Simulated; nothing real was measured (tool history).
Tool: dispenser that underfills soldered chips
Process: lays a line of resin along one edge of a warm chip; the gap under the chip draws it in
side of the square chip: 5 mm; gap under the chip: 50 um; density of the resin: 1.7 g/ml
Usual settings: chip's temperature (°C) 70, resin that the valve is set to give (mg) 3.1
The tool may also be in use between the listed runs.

run,day,chip's temperature (°C),resin that the valve is set to give (mg),time until the resin shows at the far edge (s),resin that the valve gave (mg)
1,0,70,3.1,92.1,3.01
# day 0.104: new syringe of resin
2,0.242,70,3.1,56.1,2.97
3,0.575,70,3.1,85.6,3
# day 0.721: new syringe of resin
4,0.796,70,3.1,56,3.06
5,1.125,70,3.1,83.2,2.96
# day 1.333: new syringe of resin
6,1.4,70,2.84,54.1,2.75
7,1.746,70,2.84,84.5,2.73
# day 1.954: new syringe of resin
8,1.996,61,3.1,87,3
9,2.296,70,3.1,75.1,2.94
10,2.496,70,3.1,98.4,3
# day 2.592: new syringe of resin
11,2.846,70,3.1,69.2,2.89
# day 3.196: new syringe of resin
12,3.217,70,3.1,52.2,2.94
13,3.662,70,3.1,91.9,2.92
# day 3.804: new syringe of resin
14,4.096,70,2.62,76.1,2.42
# day 4.404: new syringe of resin
15,4.404,70,2.62,54.7,2.47
16,4.692,70,2.62,75.7,2.45
# day 5.017: new syringe of resin
# day 5.058: dispensing valve cleaned and set on the balance
17,5.058,70,3.1,48.7,3.08
18,5.4,70,3.1,76.5,3.14
# day 5.662: new syringe of resin
19,5.854,70,3.1,64.8,3.06

The next listed run, before its measurement:
# day 6.267: new syringe of resin
20,6.321,61,3.33,?,?

Run 20 gave time until the resin shows at the far edge (s) 88.4, resin that the valve gave (mg) 3.3.
Without the tool's hidden state the same run would have given time until the resin shows at the far edge (s) 71.3, resin that the valve gave (mg) 3.34.
